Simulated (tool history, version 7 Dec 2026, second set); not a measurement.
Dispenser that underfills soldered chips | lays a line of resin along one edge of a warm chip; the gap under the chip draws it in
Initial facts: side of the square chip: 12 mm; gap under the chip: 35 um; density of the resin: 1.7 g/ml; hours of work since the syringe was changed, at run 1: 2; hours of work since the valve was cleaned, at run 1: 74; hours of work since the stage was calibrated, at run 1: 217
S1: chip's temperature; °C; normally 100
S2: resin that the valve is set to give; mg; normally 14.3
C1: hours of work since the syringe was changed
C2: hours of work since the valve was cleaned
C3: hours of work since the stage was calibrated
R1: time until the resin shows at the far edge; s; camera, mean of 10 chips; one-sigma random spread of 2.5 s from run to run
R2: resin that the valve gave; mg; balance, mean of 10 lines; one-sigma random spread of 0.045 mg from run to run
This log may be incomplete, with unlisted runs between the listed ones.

| run | hour | S1 | S2 | C1 | C2 | C3 | R1 | R2 |
|---|---|---|---|---|---|---|---|---|
| 1 | 0.0 | 100 | 14.3 | 2 | 74 | 217 | 285.8 | 13.77 |
| 2 | 4.1 | 100 | 14.3 | 5 | 76 | 219 | 330.8 | 13.65 |
| 3 | 8.9 | 100 | 14.3 | 8 | 79 | 222 | 378.4 | 13.70 |
|  | 13.1 | new syringe of resin |
| 4 | 17.0 | 100 | 14.3 | 3 | 84 | 227 | 301.6 | 13.63 |
| 5 | 25.8 | 100 | 14.3 | 8 | 90 | 233 | 388.6 | 13.58 |
|  | 29.6 | new syringe of resin |
| 6 | 33.5 | 100 | 16.2 | 2 | 95 | 238 | 291.5 | 15.28 |
| 7 | 37.7 | 100 | 15.2 | 5 | 97 | 240 | 327.2 | 14.41 |
| 8 | 42.1 | 100 | 14.3 | 8 | 100 | 243 | 386.7 | 13.44 |
|  | 45.9 | new syringe of resin |
| 9 | 49.5 | 100 | 14.3 | 2 | 105 | 248 | 296.1 | 13.54 |
| 10 | 54.6 | 100 | 14.3 | 6 | 108 | 251 | 356.1 | 13.43 |
|  | 62.4 | new syringe of resin |
| 11 | 63.5 | 100 | 14.3 | 1 | 113 | 256 | 276.6 | 13.36 |
|  | 70.5 | dispensing valve cleaned and set on the balance |
| 12 | 71.1 | 100 | 14.3 | 5 | 0 | 261 | 342.4 | 14.31 |
| 13 | 76.2 | 100 | 14.3 | 8 | 4 | 264 | 399.8 | 14.28 |
|  | 80.2 | new syringe of resin |
| 14 | 85.4 | 101 | 14.3 | 3 | 9 | 270 | 292.3 | 14.27 |
| 15 | 94.4 | 101 | 14.3 | 9 | 15 | 275 | 387.5 | 14.19 |
|  | 96.8 | new syringe of resin |
| 16 | 100.3 | 101 | 14.3 | 2 | 19 | 279 | 283.0 | 14.09 |
| 17 | 104.1 | 101 | 14.3 | 5 | 21 | 281 | 323.7 | 14.23 |
| 18 | 111.4 | 86 | 15.4 | 9 | 26 | 286 | 805.0 | 15.21 |
|  | 113.7 | new syringe of resin |
| 19 | 116.2 | 88 | 14.3 | 2 | 29 | 289 | 517.6 | 14.11 |
| 20 | 122.9 | 112 | 17.9 | 6 | 33 | 293 | 212.8 | 17.57 |
|  | 130.0 | new syringe of resin |
| 21 | 132.0 | 108 | 14.8 | 1 | 39 | 299 | 202.2 | 14.54 |
| 22 | 137.1 | 108 | 14.8 | 5 | 42 | 302 | 233.7 | 14.40 |
| 23 | 144.3 | 108 | 14.8 | 9 | 46 | 307 | 295.1 | 14.56 |
|  | 146.3 | new syringe of resin |
| 24 | 153.8 | 96 | 13.7 | 5 | 52 | 313 | 412.5 | 13.34 |
| 25 | 160.5 | 96 | 13.7 | 9 | 57 | 317 | 507.4 | 13.25 |
|  | 162.8 | new syringe of resin |
| 26 | 166.8 | 96 | 13.7 | 3 | 61 | 321 | 364.3 | 13.27 |
| 27 | 172.4 | 92 | 14.6 | 6 | 64 | 324 | 520.7 | 14.14 |
| 28 | 176.4 | 92 | 14.6 | 9 | 67 | 327 | 596.0 | 14.17 |
|  | 179.4 | new syringe of resin |
| 29 | 185.6 | 112 | 17.9 | 4 | 72 | 333 | 192.7 | 17.19 |
| 30 | 192.5 | 112 | 17.9 | 8 | 77 | 337 | 239.3 | 17.13 |
|  | 195.8 | new syringe of resin |
| 31 | 202.1 | 112 | 17.9 | 4 | 83 | 343 | 194.5 | 17.14 |
| 32 | 210.6 | 100 | 15.6 | 9 | 88 | 348 | 419.4 | 14.93 |
|  | 212.5 | new syringe of resin |
| 33 | 219.3 | 113 | 16.0 | 4 | 94 | 354 | 187.6 | 15.28 |

Consider 5 possible next runs. They are alternatives, not a sequence: every one starts from the tool as it was left by run 33. What does each give?
| A | 225.5 | 90 | 16.0 | 8 | 97 | 358 | ? | ? |
| B | 225.5 | 113 | 14.9 | 8 | 97 | 358 | ? | ? |
| C | 225.5 | 91 | 14.6 | 8 | 97 | 358 | ? | ? |
| D | 225.5 | 96 | 16.0 | 8 | 97 | 358 | ? | ? |
| E | 225.5 | 113 | 14.3 | 8 | 97 | 358 | ? | ? |

| run | R1 | R2 |
|---|---|---|
| A | 640.6 | 15.19 |
| B | 227.8 | 14.18 |
| C | 605.3 | 13.89 |
| D | 481.1 | 15.18 |
| E | 231.2 | 13.49 |
Take away the tool's hidden state, keep each run's random variation, and the runs would have read:
| run | R1 | R2 |
|---|---|---|
| A | 395.6 | 15.98 |
| B | 141.9 | 14.91 |
| C | 373.1 | 14.60 |
| D | 297.9 | 15.96 |
| E | 143.9 | 14.19 |

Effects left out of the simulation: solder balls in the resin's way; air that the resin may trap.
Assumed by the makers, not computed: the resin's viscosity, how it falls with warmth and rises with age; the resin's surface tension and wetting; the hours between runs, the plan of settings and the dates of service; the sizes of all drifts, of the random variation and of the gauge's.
